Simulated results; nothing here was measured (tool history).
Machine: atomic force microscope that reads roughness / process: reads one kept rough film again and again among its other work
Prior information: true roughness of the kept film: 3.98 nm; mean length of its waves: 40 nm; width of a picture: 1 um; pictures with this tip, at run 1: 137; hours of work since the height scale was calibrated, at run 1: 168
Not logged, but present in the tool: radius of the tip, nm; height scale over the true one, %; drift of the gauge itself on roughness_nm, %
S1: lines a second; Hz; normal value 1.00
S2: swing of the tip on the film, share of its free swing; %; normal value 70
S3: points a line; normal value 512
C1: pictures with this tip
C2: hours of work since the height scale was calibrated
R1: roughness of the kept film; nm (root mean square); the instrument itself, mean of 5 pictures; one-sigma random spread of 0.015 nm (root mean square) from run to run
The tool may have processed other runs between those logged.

{"run": 1, "hour": 0.0, "S1": 1.0, "S2": 70, "S3": 512, "C1": 137, "C2": 168, "R1": 3.563}
{"run": 2, "hour": 14.7, "S1": 1.0, "S2": 70, "S3": 512, "C1": 164, "C2": 177, "R1": 3.568}
{"run": 3, "hour": 31.8, "S1": 1.0, "S2": 70, "S3": 512, "C1": 195, "C2": 186, "R1": 3.546}
{"run": 4, "hour": 46.2, "S1": 1.0, "S2": 70, "S3": 512, "C1": 221, "C2": 195, "R1": 3.532}
{"run": 5, "hour": 63.8, "S1": 1.0, "S2": 70, "S3": 512, "C1": 252, "C2": 205, "R1": 3.537}
{"run": 6, "hour": 72.2, "S1": 1.0, "S2": 70, "S3": 512, "C1": 268, "C2": 210, "R1": 3.536}
{"run": 7, "hour": 88.4, "S1": 1.0, "S2": 70, "S3": 512, "C1": 297, "C2": 219, "R1": 3.524}
{"hour": 101.0, "done": "new tip fitted"}
{"run": 8, "hour": 103.8, "S1": 1.54, "S2": 59, "S3": 437, "C1": 5, "C2": 227, "R1": 3.553}
{"run": 9, "hour": 112.8, "S1": 0.61, "S2": 69, "S3": 512, "C1": 21, "C2": 232, "R1": 3.605}
{"run": 10, "hour": 125.9, "S1": 0.56, "S2": 57, "S3": 370, "C1": 45, "C2": 240, "R1": 3.58}
{"run": 11, "hour": 143.5, "S1": 0.69, "S2": 70, "S3": 779, "C1": 77, "C2": 250, "R1": 3.586}

What differs in the tool's unlogged condition from the final listed run ahead of each entry between runs to the first listed run following it?
From run 7 to run 8: new tip fitted (hour 101.0)
  radius of the tip, nm: 10.3 -> 10
